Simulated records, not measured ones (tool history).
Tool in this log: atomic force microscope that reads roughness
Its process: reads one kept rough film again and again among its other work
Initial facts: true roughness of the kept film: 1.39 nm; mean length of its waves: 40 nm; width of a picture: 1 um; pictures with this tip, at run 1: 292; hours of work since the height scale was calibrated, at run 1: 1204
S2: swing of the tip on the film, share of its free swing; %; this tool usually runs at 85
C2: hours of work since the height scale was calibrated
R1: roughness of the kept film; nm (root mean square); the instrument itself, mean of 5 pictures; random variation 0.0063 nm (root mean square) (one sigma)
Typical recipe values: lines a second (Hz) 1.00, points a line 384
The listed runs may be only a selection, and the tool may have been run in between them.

{"run": 1, "day": 0.0, "lines a second (Hz)": 1.0, "S2": 85, "points a line": 384, "pictures with this tip": 292, "C2": 1204, "R1": 1.215}
{"day": 0.392, "done": "new tip fitted"}
{"run": 2, "day": 1.542, "lines a second (Hz)": 1.0, "S2": 85, "points a line": 384, "pictures with this tip": 54, "C2": 1232, "R1": 1.221}
{"run": 3, "day": 3.804, "lines a second (Hz)": 1.0, "S2": 85, "points a line": 384, "pictures with this tip": 160, "C2": 1272, "R1": 1.217}
{"run": 4, "day": 5.271, "lines a second (Hz)": 1.0, "S2": 85, "points a line": 384, "pictures with this tip": 229, "C2": 1299, "R1": 1.214}
{"day": 7.029, "done": "new tip fitted"}
{"run": 5, "day": 7.308, "lines a second (Hz)": 1.0, "S2": 85, "points a line": 384, "pictures with this tip": 14, "C2": 1335, "R1": 1.217}
{"run": 6, "day": 9.579, "lines a second (Hz)": 1.75, "S2": 85, "points a line": 384, "pictures with this tip": 120, "C2": 1376, "R1": 1.131}
{"run": 7, "day": 11.479, "lines a second (Hz)": 1.0, "S2": 85, "points a line": 384, "pictures with this tip": 209, "C2": 1410, "R1": 1.208}
{"run": 8, "day": 13.196, "lines a second (Hz)": 1.0, "S2": 85, "points a line": 496, "pictures with this tip": 289, "C2": 1441, "R1": 1.213}
{"day": 13.638, "done": "new tip fitted"}
{"run": 9, "day": 14.917, "lines a second (Hz)": 1.0, "S2": 85, "points a line": 384, "pictures with this tip": 60, "C2": 1471, "R1": 1.214}
{"run": 10, "day": 16.817, "lines a second (Hz)": 1.0, "S2": 85, "points a line": 384, "pictures with this tip": 149, "C2": 1506, "R1": 1.215}
{"run": 11, "day": 19.129, "lines a second (Hz)": 1.23, "S2": 62, "points a line": 741, "pictures with this tip": 257, "C2": 1547, "R1": 1.306}
{"run": 12, "day": 20.142, "lines a second (Hz)": 1.23, "S2": 62, "points a line": 741, "pictures with this tip": 305, "C2": 1565, "R1": 1.301}
{"day": 20.338, "done": "new tip fitted"}
{"run": 13, "day": 21.696, "lines a second (Hz)": 1.02, "S2": 56, "points a line": 471, "pictures with this tip": 64, "C2": 1593, "R1": 1.332}
{"run": 14, "day": 23.804, "lines a second (Hz)": 1.02, "S2": 56, "points a line": 471, "pictures with this tip": 162, "C2": 1631, "R1": 1.321}
{"run": 15, "day": 25.138, "lines a second (Hz)": 1.02, "S2": 56, "points a line": 471, "pictures with this tip": 225, "C2": 1655, "R1": 1.326}
{"day": 26.975, "done": "new tip fitted"}
{"run": 16, "day": 26.992, "lines a second (Hz)": 1.13, "S2": 85, "points a line": 958, "pictures with this tip": 1, "C2": 1688, "R1": 1.21}
{"run": 17, "day": 29.154, "lines a second (Hz)": 2.17, "S2": 85, "points a line": 384, "pictures with this tip": 102, "C2": 1727, "R1": 1.089}

What if the next run were any one of these 4? Each begins from the tool's condition after run 17:
{"run": "A", "day": 31.492, "lines a second (Hz)": 2.17, "S2": 78, "points a line": 384, "pictures with this tip": 212, "C2": 1769, "R1": "?"}
{"run": "B", "day": 31.492, "lines a second (Hz)": 3.23, "S2": 78, "points a line": 903, "pictures with this tip": 212, "C2": 1769, "R1": "?"}
{"run": "C", "day": 31.492, "lines a second (Hz)": 1.26, "S2": 85, "points a line": 521, "pictures with this tip": 212, "C2": 1769, "R1": "?"}
{"run": "D", "day": 31.492, "lines a second (Hz)": 1.09, "S2": 55, "points a line": 966, "pictures with this tip": 212, "C2": 1769, "R1": "?"}

run=A R1=1.154
run=B R1=1.078
run=C R1=1.188
run=D R1=1.325
With no hidden state in the tool, these same runs would have given:
run=A R1=1.155
run=B R1=1.080
run=C R1=1.190
run=D R1=1.326

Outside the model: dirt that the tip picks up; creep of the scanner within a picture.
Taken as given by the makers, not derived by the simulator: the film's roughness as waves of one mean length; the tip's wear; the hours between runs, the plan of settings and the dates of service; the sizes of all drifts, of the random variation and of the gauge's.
